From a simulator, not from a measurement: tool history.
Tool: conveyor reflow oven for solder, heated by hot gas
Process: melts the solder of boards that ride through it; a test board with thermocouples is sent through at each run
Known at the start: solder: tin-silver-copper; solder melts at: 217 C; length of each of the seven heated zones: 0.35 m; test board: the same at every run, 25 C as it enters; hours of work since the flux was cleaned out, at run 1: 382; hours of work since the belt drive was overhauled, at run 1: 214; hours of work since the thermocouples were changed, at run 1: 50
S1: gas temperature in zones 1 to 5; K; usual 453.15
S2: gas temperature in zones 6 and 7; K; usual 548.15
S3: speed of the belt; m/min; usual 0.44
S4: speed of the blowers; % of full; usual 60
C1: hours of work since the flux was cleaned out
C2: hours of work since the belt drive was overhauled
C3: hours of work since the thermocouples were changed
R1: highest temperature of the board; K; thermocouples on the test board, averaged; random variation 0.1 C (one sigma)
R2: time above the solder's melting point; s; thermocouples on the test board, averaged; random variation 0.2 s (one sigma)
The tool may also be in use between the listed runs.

{"run": 1, "hour": 0.0, "S1": 453.15, "S2": 548.15, "S3": 0.44, "S4": 60, "C1": 382, "C2": 214, "C3": 50, "R1": 529.65, "R2": 77.6}
{"run": 2, "hour": 18.6, "S1": 453.15, "S2": 548.15, "S3": 0.44, "S4": 60, "C1": 390, "C2": 222, "C3": 58, "R1": 529.45, "R2": 77.1}
{"run": 3, "hour": 27.0, "S1": 453.15, "S2": 548.15, "S3": 0.44, "S4": 60, "C1": 394, "C2": 226, "C3": 62, "R1": 529.65, "R2": 77.2}
{"run": 4, "hour": 41.1, "S1": 453.15, "S2": 548.15, "S3": 0.44, "S4": 60, "C1": 400, "C2": 232, "C3": 68, "R1": 529.65, "R2": 77.4}
{"run": 5, "hour": 54.9, "S1": 468.15, "S2": 548.15, "S3": 0.44, "S4": 60, "C1": 406, "C2": 238, "C3": 74, "R1": 532.45, "R2": 88}
{"run": 6, "hour": 66.3, "S1": 468.15, "S2": 548.15, "S3": 0.44, "S4": 73, "C1": 411, "C2": 243, "C3": 79, "R1": 534.35, "R2": 88.9}
{"run": 7, "hour": 81.5, "S1": 463.15, "S2": 548.15, "S3": 0.44, "S4": 60, "C1": 417, "C2": 249, "C3": 86, "R1": 531.45, "R2": 83.8}
{"hour": 87.4, "done": "flux residue cleaned out of gas plates and filters"}
{"run": 8, "hour": 94.3, "S1": 463.15, "S2": 548.15, "S3": 0.44, "S4": 60, "C1": 3, "C2": 253, "C3": 89, "R1": 534.85, "R2": 86.9}
{"run": 9, "hour": 110.5, "S1": 453.15, "S2": 555.15, "S3": 0.44, "S4": 60, "C1": 10, "C2": 260, "C3": 96, "R1": 539.15, "R2": 84.8}
{"run": 10, "hour": 126.1, "S1": 453.15, "S2": 548.15, "S3": 0.44, "S4": 60, "C1": 17, "C2": 266, "C3": 103, "R1": 533.05, "R2": 80.7}
{"run": 11, "hour": 140.6, "S1": 453.15, "S2": 548.15, "S3": 0.44, "S4": 60, "C1": 23, "C2": 273, "C3": 109, "R1": 533.05, "R2": 81}
{"run": 12, "hour": 149.9, "S1": 453.15, "S2": 548.15, "S3": 0.44, "S4": 60, "C1": 27, "C2": 277, "C3": 113, "R1": 533.15, "R2": 80.6}
{"run": 13, "hour": 167.1, "S1": 453.15, "S2": 548.15, "S3": 0.44, "S4": 60, "C1": 34, "C2": 284, "C3": 120, "R1": 532.95, "R2": 80.7}
{"run": 14, "hour": 183.1, "S1": 453.15, "S2": 548.15, "S3": 0.376, "S4": 68, "C1": 41, "C2": 291, "C3": 127, "R1": 538.35, "R2": 99.5}
{"run": 15, "hour": 193.2, "S1": 442.15, "S2": 558.15, "S3": 0.435, "S4": 81, "C1": 46, "C2": 295, "C3": 132, "R1": 544.05, "R2": 84.8}
{"run": 16, "hour": 205.9, "S1": 445.15, "S2": 536.15, "S3": 0.361, "S4": 72, "C1": 51, "C2": 301, "C3": 137, "R1": 528.05, "R2": 93}
{"run": 17, "hour": 219.5, "S1": 453.15, "S2": 549.15, "S3": 0.515, "S4": 52, "C1": 57, "C2": 307, "C3": 143, "R1": 526.25, "R2": 62.6}
{"run": 18, "hour": 227.8, "S1": 453.15, "S2": 549.15, "S3": 0.515, "S4": 52, "C1": 61, "C2": 310, "C3": 147, "R1": 526.35, "R2": 62.5}
{"run": 19, "hour": 241.0, "S1": 453.15, "S2": 549.15, "S3": 0.515, "S4": 52, "C1": 66, "C2": 316, "C3": 152, "R1": 526.25, "R2": 62.4}
{"run": 20, "hour": 252.7, "S1": 443.15, "S2": 548.15, "S3": 0.44, "S4": 60, "C1": 71, "C2": 321, "C3": 157, "R1": 531.05, "R2": 74.8}
{"run": 21, "hour": 265.0, "S1": 443.15, "S2": 548.15, "S3": 0.44, "S4": 60, "C1": 77, "C2": 326, "C3": 163, "R1": 531.25, "R2": 74.8}

Measured less the same run without the tool's hidden state. The same run-to-run variation is in both; the gauge's scatter may not be:
The hidden state here: heat that the gas passes to the board, % of a clean oven's; belt's true speed, % of the reading; true gas temperature in zones 6 and 7 over the reading, C; drift of the gauge itself on peak_c, C; drift of the gauge itself on liquid_s, %.
run=1 R1=-3.4 R2=-2.9
run=2 R1=-3.5 R2=-2.9
run=3 R1=-3.5 R2=-3
run=4 R1=-3.4 R2=-3
run=5 R1=-3 R2=-1.9
run=6 R1=-3.1 R2=-1.6
run=7 R1=-3.2 R2=-2.2
run=8 R1=+0 R2=+0.6
run=9 R1=+0 R2=+0.5
run=10 R1=-0.1 R2=+0.5
run=11 R1=+0 R2=+0.5
run=12 R1=-0.1 R2=+0.4
run=13 R1=-0.2 R2=+0.5
run=14 R1=-0.1 R2=+0.6
run=15 R1=-0.3 R2=+0.5
run=16 R1=-0.1 R2=+0.4
run=17 R1=-0.3 R2=+0.2
run=18 R1=-0.3 R2=+0.2
run=19 R1=-0.3 R2=+0.1
run=20 R1=-0.4 R2=+0.2
run=21 R1=-0.3 R2=+0.2
